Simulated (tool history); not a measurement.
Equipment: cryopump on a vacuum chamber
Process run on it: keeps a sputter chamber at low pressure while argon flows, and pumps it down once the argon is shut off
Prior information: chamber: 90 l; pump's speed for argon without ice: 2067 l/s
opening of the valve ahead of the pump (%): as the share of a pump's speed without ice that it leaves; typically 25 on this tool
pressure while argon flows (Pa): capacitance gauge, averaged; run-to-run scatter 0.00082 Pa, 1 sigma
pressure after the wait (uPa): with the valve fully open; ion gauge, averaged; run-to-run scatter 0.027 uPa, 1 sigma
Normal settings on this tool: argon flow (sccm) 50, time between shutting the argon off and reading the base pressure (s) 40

run	hour	argon flow (sccm)	time between shutting the argon off and reading the base pressure (s)	opening of the valve ahead of the pump (%)	pressure while argon flows (Pa)	pressure after the wait (uPa)
1	0	50	40	25	0.1714	1.38
2	65.6	50	40	25	0.1719	1.39
3	123	50	40	25	0.1735	1.38
4	183.9	50	137	25	0.1749	0.59
5	229.8	50	137	25	0.1757	0.59
6	289.5	50	40	25	0.1768	1.37
7	336.5	50	40	25	0.178	1.41
# hour 381.8: pump warmed up, emptied and cooled again
8	402.9	50	40	25	0.1646	1.32
9	454.2	50	40	53	0.0771	1.28
10	488.1	50	40	53	0.0794	1.34
11	537.6	50	40	53	0.0794	1.33
12	575.1	50	40	53	0.0798	1.37
13	640.7	50	300	25	0.1684	0.41
14	691.2	50	300	25	0.1668	0.44
15	742.3	50	40	25	0.1682	1.4
16	780.1	50	40	25	0.1702	1.37
17	834.5	50	40	25	0.1708	1.39
18	873.5	50	40	25	0.1717	1.41
19	904.5	50	40	25	0.1735	1.4
20	967.8	50	29	25	0.1719	1.75
21	1000	50	29	25	0.1759	1.89
22	1042.1	23	116	25	0.0804	0.74
23	1083.2	23	116	25	0.0816	0.74
24	1131.4	37	31	16	0.1995	1.74
25	1166.4	53	185	24	0.1956	0.58
26	1214.8	28	40	44	0.0602	1.49
# hour 1235.6: pump warmed up, emptied and cooled again
27	1262.4	28	74	20	0.1153	0.87
28	1334.8	28	74	20	0.1154	0.84
29	1403.9	50	40	15	0.2747	1.45
30	1474.1	50	40	15	0.277	1.37
31	1511.5	21	136	15	0.1167	0.63
32	1557.1	47	273	31	0.1288	0.5
33	1611.7	48	116	33	0.1261	0.65

3 ways to go on from here, each from the tool as it stands after run 33. What would each give?
A	1681.8	77	40	22	?	?
B	1681.8	46	40	25	?	?
C	1681.8	28	26	53	?	?

run	pressure while argon flows (Pa)	pressure after the wait (uPa)
A	0.2992	1.41
B	0.1571	1.44
C	0.0485	2.05
Take away the tool's hidden state, keep each run's random variation, and the runs would have read:
run	pressure while argon flows (Pa)	pressure after the wait (uPa)
A	0.2871	1.22
B	0.1499	1.25
C	0.0442	1.86
